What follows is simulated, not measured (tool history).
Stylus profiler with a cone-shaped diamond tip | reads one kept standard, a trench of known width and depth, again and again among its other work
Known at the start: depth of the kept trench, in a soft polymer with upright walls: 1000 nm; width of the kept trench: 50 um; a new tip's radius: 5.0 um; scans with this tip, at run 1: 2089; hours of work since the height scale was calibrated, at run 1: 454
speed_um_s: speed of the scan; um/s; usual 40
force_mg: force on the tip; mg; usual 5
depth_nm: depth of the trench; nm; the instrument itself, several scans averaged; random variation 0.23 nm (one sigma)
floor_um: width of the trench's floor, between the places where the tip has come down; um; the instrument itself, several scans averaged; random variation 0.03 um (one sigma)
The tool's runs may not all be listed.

run   hour  speed_um_s  force_mg  scans with this tip  hours of work since the height scale was calibrated  depth_nm  floor_um
  1      0          40         5                 2089                                                  454    1015.9     43.17
  2   23.1          40         5                 2138                                                  464   1015.97      43.2
  3   38.9          40         5                 2171                                                  472    1015.7     43.17
  4   58.1          21         5                 2211                                                  480   1015.41     43.26
  5   72.7          14         5                 2242                                                  487   1015.62     43.33
  6  103.1          14         5                 2306                                                  501   1015.26     43.26
  7  117.8          14         5                 2337                                                  508    1015.6     43.23
  8  130.8          14         5                 2364                                                  514   1015.79     43.23
  9  150.2          14         5                 2405                                                  523   1015.93     43.23
 10  164.7          14         5                 2435                                                  529   1015.36      43.2
 11  184.7          14         5                 2477                                                  538   1015.39     43.28
 12  204.3         144         5                 2518                                                  547   1015.37     42.59
 13  233.1          40      8.04                 2579                                                  560   1022.17     43.09
 14  261.4          40      8.04                 2638                                                  573    1022.2     43.11
 15  290.1          40      8.04                 2699                                                  586   1022.01     43.07
 16  312.1          40      8.04                 2745                                                  596   1021.56     43.07
 17  343.4          40         5                 2810                                                  611   1014.91     43.02
 18  358.7          40      2.21                 2843                                                  618   1007.13     42.94
 19  377.2          40      2.21                 2881                                                  626   1007.57     42.93
 20  402.7          40      2.21                 2935                                                  638   1007.12     42.89
 21  422.3          69      2.21                 2976                                                  647   1007.73      42.7
 22  437.1          69     10.97                 3007                                                  653   1027.42     42.96
 23  466.8          69     11.18                 3070                                                  667   1027.25     42.91
 24  480.9          53     11.18                 3099                                                  673    1027.8     42.98
 25  505.3          36     10.57                 3150                                                  685   1026.48     42.98
 26  522.5         133      4.34                 3187                                                  692   1013.02     42.42
       525  -- height scale calibrated on a step standard
 27  537.8          36      11.6                 3218                                                    6   1027.12     43.03
 28  561.5          66     11.41                 3267                                                   17   1026.84     42.92
 29  587.6          12      2.62                 3322                                                   29   1007.45     42.95
 30  605.5          20      5.38                 3360                                                   37   1014.19     42.92
 31  623.4          20      5.38                 3397                                                   45   1014.68     42.96
     638.1  -- height scale calibrated on a step standard, once more
 32  640.8          10         5                 3433                                                    1   1018.25     42.98
 33  669.2          10         5                 3493                                                   14   1018.44     42.99
 34    684          10         5                 3524                                                   21   1018.44     43.02
 35  708.1         158      7.48                 3574                                                   32   1023.85     42.41
 36  737.8          94      6.35                 3637                                                   45   1021.11      42.6
 37  768.1          94      6.35                 3700                                                   59   1021.68     42.63
 38  781.8          40      9.16                 3729                                                   66   1027.19     42.85
 39  804.3          40      9.16                 3776                                                   76   1027.09     42.86
 40  818.9         119      2.07                 3807                                                   82   1010.09     42.13
 41  844.1          72      2.53                 3860                                                   94   1011.19     42.52
 42  856.7          23      4.66                 3886                                                  100   1016.89     42.78
 43  872.9          23      4.66                 3920                                                  107   1016.73     42.78
 44  896.6          69     12.84                 3970                                                  118   1033.88     42.72
 45  925.3          60      3.11                 4031                                                  131   1012.88     42.48

Some steps in depth_nm between neighbouring runs. How much of each would the tool show without its hidden state too (settings, what came in, random variation), and how much is left for the hidden state, with any gauge scatter that isn't in both results?
The hidden state here: radius of the tip, um; height scale over the true one, %; drift of the gauge itself on depth_nm, %; drift of the gauge itself on floor_um, %.
Run 12 -> 13: speed_um_s 144 -> 40, force_mg 5 -> 8.04. depth_nm +6.8 nm: hidden state -0.09, all else +6.89.
Run 21 -> 22: force_mg 2.21 -> 10.97. depth_nm +19.69 nm: hidden state -0.09, all else +19.78.
Run 26 -> 27: speed_um_s 133 -> 36, force_mg 4.34 -> 11.6, height scale calibrated on a step standard. depth_nm +14.1 nm: hidden state -1.05, all else +15.15.
Run 28 -> 29: speed_um_s 66 -> 12, force_mg 11.41 -> 2.62. depth_nm -19.39 nm: hidden state +0.04, all else -19.43.
Run 31 -> 32: speed_um_s 20 -> 10, force_mg 5.38 -> 5, height scale calibrated on a step standard, once more. depth_nm +3.57 nm: hidden state +4.8, all else -1.23.
Run 44 -> 45: speed_um_s 69 -> 60, force_mg 12.84 -> 3.11. depth_nm -21 nm: hidden state -0.05, all else -20.95.
